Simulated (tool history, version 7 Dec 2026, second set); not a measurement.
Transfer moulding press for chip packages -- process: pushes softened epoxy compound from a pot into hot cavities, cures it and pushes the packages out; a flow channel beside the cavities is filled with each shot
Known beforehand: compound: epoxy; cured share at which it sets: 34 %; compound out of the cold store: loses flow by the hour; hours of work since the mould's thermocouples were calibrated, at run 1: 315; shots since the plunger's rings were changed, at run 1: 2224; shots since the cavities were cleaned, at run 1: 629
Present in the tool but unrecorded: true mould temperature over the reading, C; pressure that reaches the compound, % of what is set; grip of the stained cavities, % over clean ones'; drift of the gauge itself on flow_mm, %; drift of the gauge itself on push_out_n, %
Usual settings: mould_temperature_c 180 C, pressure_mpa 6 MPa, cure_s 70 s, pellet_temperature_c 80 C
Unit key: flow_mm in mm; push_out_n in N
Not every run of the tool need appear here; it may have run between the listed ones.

run,hour,mould_temperature_c,pressure_mpa,cure_s,pellet_temperature_c,hours of work since the mould's thermocouples were calibrated,shots since the plunger's rings were changed,shots since the cavities were cleaned,incoming compound's hours out of the cold store,flow_mm,push_out_n
1,0,180,6,70,80,315,2224,629,29.3,817,322
2,15.1,175,6,70,80,326,2472,877,30.4,809,476
3,23.4,180,6,70,80,332,2608,1013,19,850,362
# hour 29.2: cavities cleaned with cleaning compound and waxed
4,41.1,180,6,70,80,344,2875,196,28.3,801,277
5,52,180,6,70,80,352,3053,374,27.6,802,309
6,66.8,180,6,70,80,363,3297,618,20.8,831,337
# hour 76.1: plunger's sealing rings changed
7,80.5,180,6,70,80,371,72,802,15.5,916,378
# hour 99: cavities cleaned with cleaning compound and waxed
8,99.6,183,6,70,80,384,361,11,40.9,788,208
9,112.5,172,6,70,80,393,572,222,13.5,927,507
10,121.7,172,6,70,80,400,723,373,9.9,945,562
11,134.2,172,6,70,80,409,929,579,21.2,882,582
# hour 137.2: mould's thermocouples calibrated
12,154.1,172,6,70,80,12,1223,873,17.5,894,593
# hour 168.3: cavities cleaned with cleaning compound and waxed
13,170,180,6,70,81,23,1458,27,34.9,802,233
# hour 173.4: mould's thermocouples calibrated, once more
14,179.3,180,6,70,80,4,1579,148,13.6,895,289

What does the tool deliver on the next run?
15,190.3,180,6,70,80,12,1760,329,23.4,?,?

{"run 15": {"flow_mm": 849, "push_out_n": 318}}
The same run, on a tool lacking any hidden state, would have yielded flow_mm 876 mm, push_out_n 249 N.

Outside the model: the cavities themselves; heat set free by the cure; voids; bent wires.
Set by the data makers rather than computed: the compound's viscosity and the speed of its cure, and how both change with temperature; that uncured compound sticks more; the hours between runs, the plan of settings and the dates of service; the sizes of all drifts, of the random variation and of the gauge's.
